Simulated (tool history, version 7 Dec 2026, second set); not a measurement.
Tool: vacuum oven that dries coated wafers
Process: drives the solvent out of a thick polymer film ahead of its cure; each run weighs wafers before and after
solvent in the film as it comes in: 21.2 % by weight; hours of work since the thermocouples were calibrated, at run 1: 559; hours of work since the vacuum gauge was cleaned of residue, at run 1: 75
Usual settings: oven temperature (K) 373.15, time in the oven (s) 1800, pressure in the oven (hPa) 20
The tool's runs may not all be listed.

| run | hour | oven temperature (K) | time in the oven (s) | pressure in the oven (hPa) | hours of work since the thermocouples were calibrated | hours of work since the vacuum gauge was cleaned of residue | solvent left in the film (%) |
|---|---|---|---|---|---|---|---|
| 1 | 0 | 373.15 | 1800 | 20 | 559 | 75 | 5.67 |
| 2 | 13.5 | 373.15 | 1800 | 77.4 | 566 | 82 | 9.5 |
| 3 | 26.3 | 373.15 | 1800 | 77.4 | 573 | 89 | 9.46 |
| 4 | 38.1 | 373.15 | 1800 | 77.4 | 579 | 95 | 9.49 |
| 5 | 52.1 | 373.15 | 1800 | 77.4 | 586 | 102 | 9.41 |
| 6 | 68.1 | 373.15 | 1800 | 77.4 | 594 | 110 | 9.51 |
| 7 | 82.7 | 373.15 | 1800 | 20 | 602 | 118 | 5.65 |
| 8 | 101.4 | 373.15 | 1800 | 20 | 611 | 127 | 5.69 |
| 9 | 121.1 | 385.15 | 1740 | 10.5 | 621 | 137 | 1.59 |
| 10 | 137.7 | 376.15 | 1800 | 20 | 630 | 146 | 4.5 |

Forecast run 11:
| 11 | 160.6 | 386.15 | 1380 | 20 | 642 | 158 | ? |

Run 11 gave solvent left in the film (%) 2.6.
Without the tool's hidden state the same run would have given solvent left in the film (%) 2.6.
